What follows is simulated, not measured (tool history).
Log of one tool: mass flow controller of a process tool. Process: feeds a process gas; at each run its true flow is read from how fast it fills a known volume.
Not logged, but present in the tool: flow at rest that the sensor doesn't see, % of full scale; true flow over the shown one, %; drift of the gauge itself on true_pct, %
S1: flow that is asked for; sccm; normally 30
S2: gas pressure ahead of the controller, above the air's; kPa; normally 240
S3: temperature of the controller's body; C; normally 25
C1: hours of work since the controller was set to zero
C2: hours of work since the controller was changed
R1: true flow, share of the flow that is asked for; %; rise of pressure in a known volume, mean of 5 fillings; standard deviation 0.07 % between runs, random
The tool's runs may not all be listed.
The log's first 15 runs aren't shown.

| run | hour | S1 | S2 | S3 | C1 | C2 | R1 |
|---|---|---|---|---|---|---|---|
| 16 | 1649.8 | 30 | 240 | 34 | 2867 | 2867 | 100.10 |
| 17 | 1754.0 | 30 | 240 | 34 | 2937 | 2937 | 100.05 |
| 18 | 1817.1 | 30 | 240 | 34 | 2979 | 2979 | 100.07 |
|  | 1828.7 | controller's zero set anew |
| 19 | 1884.7 | 30 | 240 | 34 | 37 | 3024 | 100.28 |
| 20 | 1964.7 | 30 | 240 | 34 | 91 | 3077 | 100.39 |
| 21 | 2086.2 | 30 | 240 | 34 | 172 | 3159 | 100.37 |
| 22 | 2207.8 | 30 | 240 | 34 | 253 | 3240 | 100.30 |
| 23 | 2321.1 | 30 | 240 | 34 | 329 | 3316 | 100.26 |
| 24 | 2418.1 | 14 | 230 | 31 | 394 | 3381 | 100.90 |
| 25 | 2494.6 | 30 | 149 | 23 | 445 | 3432 | 100.04 |
|  | 2545.8 | controller's zero set anew, once more |
| 26 | 2590.3 | 13 | 226 | 25 | 30 | 3495 | 98.57 |
| 27 | 2702.4 | 34 | 240 | 26 | 105 | 3570 | 99.24 |
| 28 | 2833.8 | 73 | 168 | 23 | 193 | 3658 | 100.46 |
| 29 | 2967.9 | 48 | 140 | 23 | 282 | 3748 | 99.90 |
| 30 | 3041.8 | 10 | 240 | 24 | 332 | 3797 | 98.84 |
| 31 | 3100.8 | 90 | 146 | 36 | 371 | 3837 | 102.11 |
| 32 | 3158.5 | 16 | 240 | 25 | 410 | 3875 | 98.87 |
| 33 | 3278.5 | 55 | 144 | 25 | 490 | 3956 | 100.30 |
| 34 | 3365.5 | 48 | 197 | 27 | 548 | 4014 | 100.02 |
| 35 | 3456.8 | 48 | 197 | 27 | 609 | 4075 | 100.06 |
| 36 | 3538.0 | 34 | 240 | 25 | 663 | 4129 | 99.46 |
| 37 | 3636.0 | 41 | 240 | 23 | 729 | 4195 | 99.43 |

Consider 3 possible next runs. They are alternatives, not a sequence: every one starts from the tool as it was left by run 37. What does each give?
| A | 3699.2 | 74 | 269 | 32 | 771 | 4237 | ? |
| B | 3699.2 | 32 | 143 | 25 | 771 | 4237 | ? |
| C | 3699.2 | 30 | 240 | 24 | 771 | 4237 | ? |

| run | R1 |
|---|---|
| A | 100.88 |
| B | 99.78 |
| C | 99.37 |
With no hidden state in the tool, these same runs would have given:
| run | R1 |
|---|---|
| A | 99.30 |
| B | 98.05 |
| C | 97.62 |
